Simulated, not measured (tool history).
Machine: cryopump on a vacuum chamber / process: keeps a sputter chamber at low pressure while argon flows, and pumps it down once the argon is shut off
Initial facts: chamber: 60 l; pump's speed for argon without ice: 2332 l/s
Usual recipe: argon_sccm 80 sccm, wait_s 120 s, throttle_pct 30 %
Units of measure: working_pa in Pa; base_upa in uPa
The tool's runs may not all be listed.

run	hour	argon_sccm	wait_s	throttle_pct	working_pa	base_upa
1	0	80	120	30	0.1971	0.58
2	84.5	56	120	30	0.1384	0.65
3	168.9	56	120	30	0.1414	0.7
4	208	80	120	15	0.3982	0.73
5	270.1	80	120	30	0.2038	0.76
6	336.7	80	120	30	0.2066	0.79
7	413.1	80	120	30	0.2098	0.83
8	495.3	80	120	30	0.2122	0.91
9	549	80	120	30	0.2151	0.93
# hour 587: pump warmed up, emptied and cooled again
10	616.2	80	189	30	0.1953	0.72
11	684.6	80	189	30	0.1967	0.72
12	758.1	80	189	30	0.1981	0.8
13	842.4	80	189	30	0.2025	0.83
14	884.6	80	23	30	0.2023	1.8
15	944.2	80	23	30	0.2048	1.77
16	982.8	80	23	30	0.2053	1.84
17	1036.8	80	23	30	0.2067	1.85
18	1082.9	80	23	30	0.2107	1.86
19	1119.9	80	23	30	0.2091	1.87
20	1201.9	80	23	30	0.2142	1.97
# hour 1245.3: pump warmed up, emptied and cooled again
21	1255.4	80	23	30	0.1949	1.79
22	1346.1	153	48	27	0.4181	1.34
23	1399.3	153	48	27	0.4233	1.33
24	1453.2	121	35	23	0.3905	1.56
# hour 1512.5: leaking fittings of the chamber tightened, without venting
25	1522.6	51	26	30	0.1287	1.02
26	1613.7	51	35	59	0.0701	0.84
27	1673.8	51	35	59	0.0735	0.82
28	1741.9	80	120	59	0.1138	0.44
29	1794.2	44	66	59	0.0644	0.68
30	1846.1	121	110	59	0.1795	0.51
31	1886.2	50	241	32	0.1272	0.45
# hour 1906: pump warmed up, emptied and cooled again
32	1945.5	80	177	42	0.1416	0.46
33	2018.4	80	177	42	0.1438	0.47
34	2093.2	113	76	30	0.2854	0.66
35	2164.4	121	22	26	0.3527	1.39

Results per run with the tool's hidden condition removed, run-to-run variation unchanged:
Hidden state at play: pump's speed, % of a pump's without ice; cold plate's temperature, K; leak into the chamber, uPa l/s; drift of the gauge itself on working_pa, %; drift of the gauge itself on base_upa, %.
run	working_pa	base_upa
1	0.1932	0.3
2	0.1342	0.33
3	0.1355	0.32
4	0.3887	0.34
5	0.1923	0.33
6	0.193	0.33
7	0.1936	0.34
8	0.1929	0.32
9	0.1936	0.32
10	0.193	0.27
11	0.1929	0.23
12	0.1922	0.27
13	0.1943	0.25
14	0.1927	1.18
15	0.1933	1.1
16	0.1927	1.14
17	0.1922	1.11
18	0.1942	1.09
19	0.1915	1.09
20	0.1931	1.11
21	0.1927	1.13
22	0.4095	0.62
23	0.4122	0.59
24	0.3794	0.78
25	0.1228	0.98
26	0.0623	0.76
27	0.0643	0.72
28	0.0973	0.3
29	0.0541	0.5
30	0.1488	0.32
31	0.1133	0.23
32	0.1382	0.31
33	0.1386	0.29
34	0.2749	0.44
35	0.3382	1.14
